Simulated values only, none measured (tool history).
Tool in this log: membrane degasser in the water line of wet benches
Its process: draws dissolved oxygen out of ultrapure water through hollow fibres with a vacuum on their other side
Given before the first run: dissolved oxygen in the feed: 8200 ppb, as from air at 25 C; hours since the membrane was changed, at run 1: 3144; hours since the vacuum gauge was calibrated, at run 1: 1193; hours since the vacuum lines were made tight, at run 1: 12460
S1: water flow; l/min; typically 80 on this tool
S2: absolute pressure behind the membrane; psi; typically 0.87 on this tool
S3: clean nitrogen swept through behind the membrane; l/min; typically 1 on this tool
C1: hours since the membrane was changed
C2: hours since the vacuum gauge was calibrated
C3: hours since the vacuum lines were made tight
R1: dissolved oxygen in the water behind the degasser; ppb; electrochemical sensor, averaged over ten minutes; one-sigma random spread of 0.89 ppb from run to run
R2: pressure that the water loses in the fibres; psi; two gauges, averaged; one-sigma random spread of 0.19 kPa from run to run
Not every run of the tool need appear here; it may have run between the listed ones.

run,hour,S1,S2,S3,C1,C2,C3,R1,R2
1,0,80,0.87,1,3144,1193,12460,372.9,5.939
2,87.9,80,0.87,1,3232,1281,12548,372.9,5.928
3,164.8,80,0.87,0.55,3309,1358,12625,525.5,5.949
4,209.7,80,0.87,1,3354,1403,12670,373.2,5.913
5,278,80,0.87,1,3422,1471,12738,371.2,5.986
6,359.2,80,0.87,1,3503,1552,12820,372.2,5.973
7,421.4,80,1.526,1,3565,1614,12882,908,5.936
8,462.1,80,1.526,1,3606,1655,12922,909.9,5.91
9,532,80,1.526,1,3676,1725,12992,909.4,5.97
10,616.1,80,0.87,1,3760,1809,13076,370.3,5.915
11,656.6,80,0.526,1,3801,1849,13117,67.2,5.973
12,748.2,80,0.526,1,3892,1941,13209,67.3,5.947
13,810.6,107,0.87,1,3955,2004,13271,469.9,7.944
14,852.8,107,0.87,1,3997,2046,13313,472.3,7.974
15,921.9,107,0.87,1,4066,2115,13382,470.6,8.025
16,963.6,107,0.87,1,4108,2157,13424,470.8,7.922
17,1049.2,96,0.87,1.04,4193,2242,13510,419.1,7.208
18,1124.7,96,0.87,1.04,4269,2318,13585,419.8,7.084
19,1215.2,96,0.87,1.04,4359,2408,13676,419.9,7.137
20,1272.3,57,0.879,1.47,4416,2465,13733,219,4.26
21,1343,57,0.879,1.47,4487,2536,13803,220.1,4.228
22,1396.7,57,0.879,1.47,4541,2590,13857,220.6,4.267
23,1482.5,57,0.879,1.47,4627,2675,13943,219.1,4.222
24,1560.5,97,0.87,2.17,4705,2753,14021,264.1,7.258
25,1650.5,51,0.872,0.65,4795,2843,14111,358.6,3.774
26,1738.1,113,0.872,2.43,4882,2931,14198,294.5,8.385
27,1829.3,53,1.24,2.43,4973,3022,14290,251.6,3.954
28,1882.6,126,1.321,1,5027,3076,14343,1027.3,9.361
29,1938.4,126,1.437,1,5082,3131,14399,1149.8,9.327
30,2012.4,126,1.437,1,5156,3205,14473,1149.6,9.339
31,2068.6,122,1.437,2.91,5213,3261,14529,588.5,9.049

5 ways to go on from here, each from the tool as it stands after run 31. What would each give?
A,2121.3,118,0.87,1,5265,3314,14582,?,?
B,2121.3,76,1.202,0.6,5265,3314,14582,?,?
C,2121.3,122,1.859,2.91,5265,3314,14582,?,?
D,2121.3,127,0.831,2.91,5265,3314,14582,?,?
E,2121.3,122,2.136,0.43,5265,3314,14582,?,?

run,R1,R2
A,510.9,8.728
B,852.4,5.626
C,798,9.046
D,286.8,9.401
E,2577.3,9.013
Stripped of hidden state, with their random variation kept, the same runs would have yielded:
run,R1,R2
A,510.8,8.725
B,852.3,5.625
C,797.9,9.043
D,286.6,9.4
E,2577.4,9.011
